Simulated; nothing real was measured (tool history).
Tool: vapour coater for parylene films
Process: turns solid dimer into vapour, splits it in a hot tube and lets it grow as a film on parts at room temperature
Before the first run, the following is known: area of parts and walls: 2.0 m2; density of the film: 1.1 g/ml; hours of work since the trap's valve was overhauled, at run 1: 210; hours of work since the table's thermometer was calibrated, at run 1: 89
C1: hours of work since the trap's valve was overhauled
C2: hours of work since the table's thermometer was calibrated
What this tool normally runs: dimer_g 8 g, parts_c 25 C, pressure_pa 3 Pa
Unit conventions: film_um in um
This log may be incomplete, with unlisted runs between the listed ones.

Run 1, hour 0: usual settings; C1 210; C2 89. Result: film_um 2.67 um.
Run 2, hour 24.8: usual settings; C1 220; C2 99. Result: film_um 2.66 um.
Run 3, hour 45.3: usual settings; C1 228; C2 107. Result: film_um 2.65 um.
Run 4, hour 75.1: usual settings; C1 241; C2 120. Result: film_um 2.64 um.
Run 5, hour 102: usual settings; C1 252; C2 131. Result: film_um 2.64 um.
Run 6, hour 117.7: usual settings; C1 258; C2 137. Result: film_um 2.67 um.
Run 7, hour 135.5: usual settings but pressure_pa 5.24 Pa; C1 265; C2 144. Result: film_um 2.42 um.
Run 8, hour 152.6: usual settings; C1 273; C2 151. Result: film_um 2.62 um.
Run 9, hour 179.9: usual settings; C1 284; C2 163. Result: film_um 2.64 um.
Run 10, hour 201.3: usual settings; C1 292; C2 171. Result: film_um 2.61 um.
Run 11, hour 223.4: usual settings but dimer_g 6 g; C1 302; C2 181. Result: film_um 1.97 um.
Run 12, hour 247: usual settings; C1 311; C2 190. Result: film_um 2.61 um.
Run 13, hour 261.6: usual settings; C1 317; C2 196. Result: film_um 2.61 um.
Run 14, hour 285.2: usual settings but pressure_pa 5.88 Pa; C1 327; C2 206. Result: film_um 2.34 um.
At hour 303.9: trap's valve overhauled.
Run 15, hour 304.1: usual settings; C1 0; C2 212. Result: film_um 2.86 um.
Run 16, hour 321.2: usual settings but parts_c 18 C; C1 7; C2 219. Result: film_um 3.5 um.
Run 17, hour 342.8: usual settings but parts_c 18 C; C1 16; C2 228. Result: film_um 3.56 um.
Run 18, hour 359.1: usual settings but parts_c 18 C; C1 23; C2 235. Result: film_um 3.55 um.
Run 19, hour 376: usual settings but pressure_pa 4 Pa; C1 30; C2 242. Result: film_um 2.72 um.
Run 20, hour 408.8: usual settings but pressure_pa 4 Pa; C1 43; C2 255. Result: film_um 2.7 um.
Run 21, hour 425.1: usual settings but dimer_g 6 g, parts_c 18 C, pressure_pa 4 Pa; C1 50; C2 262. Result: film_um 2.53 um.
Run 22, hour 455.6: usual settings but dimer_g 6 g, parts_c 17 C, pressure_pa 11.15 Pa; C1 62; C2 274. Result: film_um 2.25 um.
Run 23, hour 476.1: usual settings but dimer_g 9 g, parts_c 17 C, pressure_pa 11.35 Pa; C1 71; C2 283. Result: film_um 3.35 um.
Run 24, hour 499.3: usual settings but dimer_g 9 g, parts_c 17 C, pressure_pa 11.35 Pa; C1 80; C2 292. Result: film_um 3.31 um.
Run 25, hour 526.3: usual settings but dimer_g 9 g, parts_c 17 C, pressure_pa 5.83 Pa; C1 91; C2 303. Result: film_um 3.63 um.
Run 26, hour 558.5: usual settings but dimer_g 9 g, pressure_pa 3.52 Pa; C1 105; C2 317. Result: film_um 3.11 um.
Run 27, hour 580.6: usual settings but dimer_g 9 g, parts_c 33 C, pressure_pa 4.44 Pa; C1 114; C2 326. Result: film_um 2.26 um.
Run 28, hour 606.5: usual settings but parts_c 32 C, pressure_pa 6.75 Pa; C1 124; C2 336. Result: film_um 1.94 um.
Run 29, hour 623.4: usual settings but parts_c 32 C, pressure_pa 6.75 Pa; C1 131; C2 343. Result: film_um 1.92 um.
Run 30, hour 646.8: usual settings but dimer_g 5 g, parts_c 35 C, pressure_pa 2.62 Pa; C1 141; C2 353. Result: film_um 1.28 um.
Run 31, hour 678.9: usual settings but dimer_g 5 g, parts_c 35 C, pressure_pa 2.62 Pa; C1 154; C2 366. Result: film_um 1.25 um.
Run 32, hour 704.8: usual settings but dimer_g 4 g, parts_c 24 C, pressure_pa 3.3 Pa; C1 165; C2 377. Result: film_um 1.4 um.
Run 33, hour 721.9: usual settings but dimer_g 7 g, parts_c 18 C, pressure_pa 2.46 Pa; C1 172; C2 384. Result: film_um 3 um.
Run 34, hour 739.8: usual settings but pressure_pa 6.54 Pa; C1 179; C2 391. Result: film_um 2.4 um.
Run 35, hour 768.7: usual settings but dimer_g 10 g, parts_c 24 C, pressure_pa 7.23 Pa; C1 191; C2 403. Result: film_um 3.07 um.
Run 36, hour 782.1: usual settings but dimer_g 9 g, parts_c 19 C, pressure_pa 4.16 Pa; C1 197; C2 409. Result: film_um 3.5 um.
Run 37, hour 813.8: usual settings but dimer_g 3 g, pressure_pa 7.08 Pa; C1 210; C2 422. Result: film_um 0.89 um.
Run 38, hour 830: usual settings but dimer_g 4 g, parts_c 20 C; C1 216; C2 428. Result: film_um 1.6 um.
Run 39, hour 856.7: usual settings but dimer_g 4 g, parts_c 20 C, pressure_pa 2.75 Pa; C1 227; C2 439. Result: film_um 1.57 um.

Describe how what the log doesn't record of the tool's condition differs between the last listed run preceding each entry between runs and the first listed run following it.
Run 14 -> run 15: trap's valve overhauled (hour 303.9)
  vapour lost through the trap's worn valve, %: 8.7 -> 0
  measured result minus the result with no hidden state, film_um: -0.22 -> +0 um

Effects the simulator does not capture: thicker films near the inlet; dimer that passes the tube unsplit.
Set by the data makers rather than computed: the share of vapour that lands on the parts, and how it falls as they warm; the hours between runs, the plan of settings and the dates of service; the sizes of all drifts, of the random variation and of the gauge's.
